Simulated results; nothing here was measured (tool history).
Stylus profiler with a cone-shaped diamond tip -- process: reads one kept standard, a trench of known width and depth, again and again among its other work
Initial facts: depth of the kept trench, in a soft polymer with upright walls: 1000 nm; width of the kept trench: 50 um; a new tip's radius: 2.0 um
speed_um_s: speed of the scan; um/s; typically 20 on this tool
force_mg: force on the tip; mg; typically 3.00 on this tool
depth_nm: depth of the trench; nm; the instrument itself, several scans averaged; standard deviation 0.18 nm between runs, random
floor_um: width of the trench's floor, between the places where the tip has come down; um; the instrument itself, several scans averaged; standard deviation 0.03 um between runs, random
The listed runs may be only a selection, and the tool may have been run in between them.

{"run": 1, "hour": 0.0, "speed_um_s": 20, "force_mg": 3.0, "depth_nm": 1017.13, "floor_um": 44.84}
{"run": 2, "hour": 22.5, "speed_um_s": 20, "force_mg": 3.0, "depth_nm": 1017.68, "floor_um": 44.83}
{"run": 3, "hour": 64.9, "speed_um_s": 20, "force_mg": 6.74, "depth_nm": 1028.0, "floor_um": 44.86}
{"run": 4, "hour": 119.8, "speed_um_s": 20, "force_mg": 6.74, "depth_nm": 1028.39, "floor_um": 44.8}
{"run": 5, "hour": 142.0, "speed_um_s": 20, "force_mg": 6.74, "depth_nm": 1028.51, "floor_um": 44.82}
{"run": 6, "hour": 170.6, "speed_um_s": 20, "force_mg": 6.74, "depth_nm": 1028.47, "floor_um": 44.81}
{"run": 7, "hour": 220.9, "speed_um_s": 20, "force_mg": 6.74, "depth_nm": 1028.59, "floor_um": 44.72}
{"run": 8, "hour": 243.7, "speed_um_s": 20, "force_mg": 6.74, "depth_nm": 1028.54, "floor_um": 44.74}
{"run": 9, "hour": 286.5, "speed_um_s": 20, "force_mg": 6.74, "depth_nm": 1028.63, "floor_um": 44.75}
{"run": 10, "hour": 321.5, "speed_um_s": 20, "force_mg": 3.0, "depth_nm": 1017.42, "floor_um": 44.71}
{"run": 11, "hour": 357.4, "speed_um_s": 20, "force_mg": 3.0, "depth_nm": 1017.44, "floor_um": 44.64}
{"run": 12, "hour": 400.2, "speed_um_s": 20, "force_mg": 3.0, "depth_nm": 1017.56, "floor_um": 44.63}
{"run": 13, "hour": 427.2, "speed_um_s": 20, "force_mg": 3.0, "depth_nm": 1017.55, "floor_um": 44.61}
{"run": 14, "hour": 456.9, "speed_um_s": 20, "force_mg": 3.0, "depth_nm": 1017.47, "floor_um": 44.57}
{"run": 15, "hour": 497.9, "speed_um_s": 20, "force_mg": 3.0, "depth_nm": 1017.53, "floor_um": 44.53}
{"run": 16, "hour": 541.7, "speed_um_s": 20, "force_mg": 3.0, "depth_nm": 1017.95, "floor_um": 44.54}
{"run": 17, "hour": 571.6, "speed_um_s": 20, "force_mg": 3.0, "depth_nm": 1017.77, "floor_um": 44.53}
{"run": 18, "hour": 602.0, "speed_um_s": 20, "force_mg": 3.52, "depth_nm": 1019.39, "floor_um": 44.46}
{"run": 19, "hour": 632.8, "speed_um_s": 20, "force_mg": 3.52, "depth_nm": 1019.35, "floor_um": 44.51}
{"run": 20, "hour": 666.9, "speed_um_s": 20, "force_mg": 3.52, "depth_nm": 1019.41, "floor_um": 44.52}
{"hour": 714.3, "done": "height scale calibrated on a step standard"}
{"run": 21, "hour": 714.8, "speed_um_s": 6, "force_mg": 3.0, "depth_nm": 1015.89, "floor_um": 44.48}
{"run": 22, "hour": 750.9, "speed_um_s": 6, "force_mg": 3.0, "depth_nm": 1016.12, "floor_um": 44.52}
{"run": 23, "hour": 780.6, "speed_um_s": 20, "force_mg": 3.0, "depth_nm": 1016.12, "floor_um": 44.41}
{"run": 24, "hour": 802.9, "speed_um_s": 51, "force_mg": 3.0, "depth_nm": 1015.85, "floor_um": 44.22}
{"run": 25, "hour": 829.1, "speed_um_s": 14, "force_mg": 1.07, "depth_nm": 1008.62, "floor_um": 44.28}
{"run": 26, "hour": 861.9, "speed_um_s": 14, "force_mg": 1.07, "depth_nm": 1008.32, "floor_um": 44.33}
{"run": 27, "hour": 900.0, "speed_um_s": 14, "force_mg": 1.07, "depth_nm": 1008.37, "floor_um": 44.29}
{"run": 28, "hour": 929.4, "speed_um_s": 10, "force_mg": 1.44, "depth_nm": 1010.06, "floor_um": 44.38}
{"hour": 936.3, "done": "new tip fitted, height scale calibrated"}
{"run": 29, "hour": 963.7, "speed_um_s": 10, "force_mg": 1.44, "depth_nm": 1009.85, "floor_um": 46.44}
{"run": 30, "hour": 1013.1, "speed_um_s": 10, "force_mg": 1.44, "depth_nm": 1009.44, "floor_um": 46.32}
{"run": 31, "hour": 1060.2, "speed_um_s": 10, "force_mg": 1.44, "depth_nm": 1009.59, "floor_um": 46.37}
{"run": 32, "hour": 1115.2, "speed_um_s": 8, "force_mg": 2.71, "depth_nm": 1014.75, "floor_um": 46.24}
{"run": 33, "hour": 1160.2, "speed_um_s": 8, "force_mg": 2.71, "depth_nm": 1014.71, "floor_um": 46.32}
{"run": 34, "hour": 1199.5, "speed_um_s": 8, "force_mg": 2.71, "depth_nm": 1014.51, "floor_um": 46.18}
{"run": 35, "hour": 1227.7, "speed_um_s": 57, "force_mg": 7.62, "depth_nm": 1029.0, "floor_um": 46.05}
{"run": 36, "hour": 1252.3, "speed_um_s": 6, "force_mg": 2.42, "depth_nm": 1013.52, "floor_um": 46.19}
{"run": 37, "hour": 1293.9, "speed_um_s": 46, "force_mg": 3.0, "depth_nm": 1015.56, "floor_um": 45.92}
{"run": 38, "hour": 1338.1, "speed_um_s": 43, "force_mg": 2.32, "depth_nm": 1013.3, "floor_um": 45.82}
{"run": 39, "hour": 1368.9, "speed_um_s": 24, "force_mg": 3.3, "depth_nm": 1016.89, "floor_um": 45.95}
{"run": 40, "hour": 1403.3, "speed_um_s": 21, "force_mg": 8.26, "depth_nm": 1031.18, "floor_um": 46.0}
{"run": 41, "hour": 1454.2, "speed_um_s": 10, "force_mg": 3.33, "depth_nm": 1016.95, "floor_um": 45.94}
{"run": 42, "hour": 1479.7, "speed_um_s": 8, "force_mg": 7.93, "depth_nm": 1030.03, "floor_um": 46.01}
{"run": 43, "hour": 1512.8, "speed_um_s": 73, "force_mg": 8.14, "depth_nm": 1030.29, "floor_um": 45.73}
{"run": 44, "hour": 1561.1, "speed_um_s": 8, "force_mg": 3.27, "depth_nm": 1016.7, "floor_um": 45.92}
{"run": 45, "hour": 1599.1, "speed_um_s": 10, "force_mg": 1.22, "depth_nm": 1009.07, "floor_um": 45.88}
{"run": 46, "hour": 1652.0, "speed_um_s": 64, "force_mg": 1.22, "depth_nm": 1009.12, "floor_um": 45.35}

Predict each of these 4 candidate next runs independently; none follows another, all start after run 46:
{"run": "A", "hour": 1703.8, "speed_um_s": 12, "force_mg": 3.0, "depth_nm": "?", "floor_um": "?"}
{"run": "B", "hour": 1703.8, "speed_um_s": 11, "force_mg": 2.54, "depth_nm": "?", "floor_um": "?"}
{"run": "C", "hour": 1703.8, "speed_um_s": 76, "force_mg": 7.65, "depth_nm": "?", "floor_um": "?"}
{"run": "D", "hour": 1703.8, "speed_um_s": 49, "force_mg": 1.22, "depth_nm": "?", "floor_um": "?"}

run=A depth_nm=1016.30 floor_um=45.77
run=B depth_nm=1014.53 floor_um=45.78
run=C depth_nm=1029.35 floor_um=45.56
run=D depth_nm=1009.40 floor_um=45.43
Had the tool no hidden state, the same runs would have come out as:
run=A depth_nm=1015.63 floor_um=46.45
run=B depth_nm=1013.85 floor_um=46.46
run=C depth_nm=1028.66 floor_um=46.24
run=D depth_nm=1008.73 floor_um=46.10

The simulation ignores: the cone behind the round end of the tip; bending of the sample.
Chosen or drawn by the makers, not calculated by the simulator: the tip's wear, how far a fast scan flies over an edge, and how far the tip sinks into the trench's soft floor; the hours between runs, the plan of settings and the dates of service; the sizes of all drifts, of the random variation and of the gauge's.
